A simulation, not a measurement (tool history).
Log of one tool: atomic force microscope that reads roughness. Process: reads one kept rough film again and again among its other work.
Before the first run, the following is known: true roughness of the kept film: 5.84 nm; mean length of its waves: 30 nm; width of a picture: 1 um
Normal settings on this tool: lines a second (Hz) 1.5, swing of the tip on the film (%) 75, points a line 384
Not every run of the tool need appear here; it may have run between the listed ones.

run	hour	lines a second (Hz)	swing of the tip on the film (%)	points a line	roughness of the kept film (nm (root mean square))
1	0	1.5	75	384	3.656
2	11.4	1.5	75	384	3.59
3	22.3	1.5	75	384	3.564
4	44.3	1.5	75	458	4.643
5	60.1	1.5	75	458	4.467
6	82.3	1.5	75	458	4.33
7	101.2	1.5	75	458	4.121
8	120.2	1.5	75	384	4.013
9	141.3	1.5	75	384	3.841
10	156.4	1.5	75	384	3.74
11	166.7	1.5	75	384	3.691
12	178	1.5	75	384	3.603
13	197.6	1.5	75	384	4.62
14	214.3	1.5	75	384	4.467
15	230.5	1.5	75	384	4.332
16	251.5	1.5	75	384	4.174
17	268.2	1.5	75	384	4.009
18	287.6	1.5	75	384	3.896
19	304.2	2.3	75	384	3.669
20	327.4	1.5	81	302	3.514
21	350.8	1.5	81	302	4.475
22	374.9	1.5	67	259	4.507
23	399.6	1.04	55	879	4.491
24	416.9	1.04	55	879	4.302
25	431.6	2.48	59	591	4.159
26	446.3	1.12	61	425	4.116
27	463.5	1.12	61	425	4.017
28	483.6	0.53	82	633	3.832
29	506	1.5	84	370	4.562
30	529.6	1.5	84	370	4.36
31	552.3	2.16	59	329	4.485
32	575	3.51	76	390	3.796
33	594.5	1.5	81	384	3.892
34	614.5	1.5	81	384	3.781
35	633.9	1.5	81	384	3.668
36	656	2.8	75	414	3.404
37	676.5	2.8	75	414	4.331

The log once held 7 entries between its listed runs, left out of this copy. Where does each go, and what is different about the tool's unlogged condition between the listed run before it and the listed run after it?
Runs 3 to 4: new tip fitted (hour 31.6)
  radius of the tip, nm: 19.9 -> 6.2; height scale over the true one, %: -1.38 -> -1.42
  difference, measured minus the result without the unlogged condition, roughness of the kept film (nm (root mean square)): -1.277 -> -0.193
Runs 12 to 13: new tip fitted (hour 188.3)
  radius of the tip, nm: 18.3 -> 6.2; height scale over the true one, %: -1.61 -> -1.64
  difference, measured minus the result without the unlogged condition, roughness of the kept film (nm (root mean square)): -1.165 -> -0.208
Runs 19 to 20: height scale calibrated on a step standard (hour 307.4)
  radius of the tip, nm: 16 -> 18.2; height scale over the true one, %: -1.79 -> -2.25
  difference, measured minus the result without the unlogged condition, roughness of the kept film (nm (root mean square)): -1 -> -1.158
Runs 20 to 21: new tip fitted (hour 345.6)
  radius of the tip, nm: 18.2 -> 5.8; height scale over the true one, %: -2.25 -> -2.28
  difference, measured minus the result without the unlogged condition, roughness of the kept film (nm (root mean square)): -1.158 -> -0.185
Runs 24 to 25: height scale calibrated on a step standard, once more (hour 429.9)
  radius of the tip, nm: 11.9 -> 13.1; height scale over the true one, %: -2.37 -> 0.02
  difference, measured minus the result without the unlogged condition, roughness of the kept film (nm (root mean square)): -0.792 -> -0.766
Runs 28 to 29: new tip fitted (hour 503)
  radius of the tip, nm: 17.8 -> 5.5; height scale over the true one, %: -0.05 -> -0.08
  difference, measured minus the result without the unlogged condition, roughness of the kept film (nm (root mean square)): -1.12 -> -0.057
Runs 36 to 37: new tip fitted (hour 658.4)
  radius of the tip, nm: 19.2 -> 6.8; height scale over the true one, %: -0.29 -> -0.32
  difference, measured minus the result without the unlogged condition, roughness of the kept film (nm (root mean square)): -1.11 -> -0.196
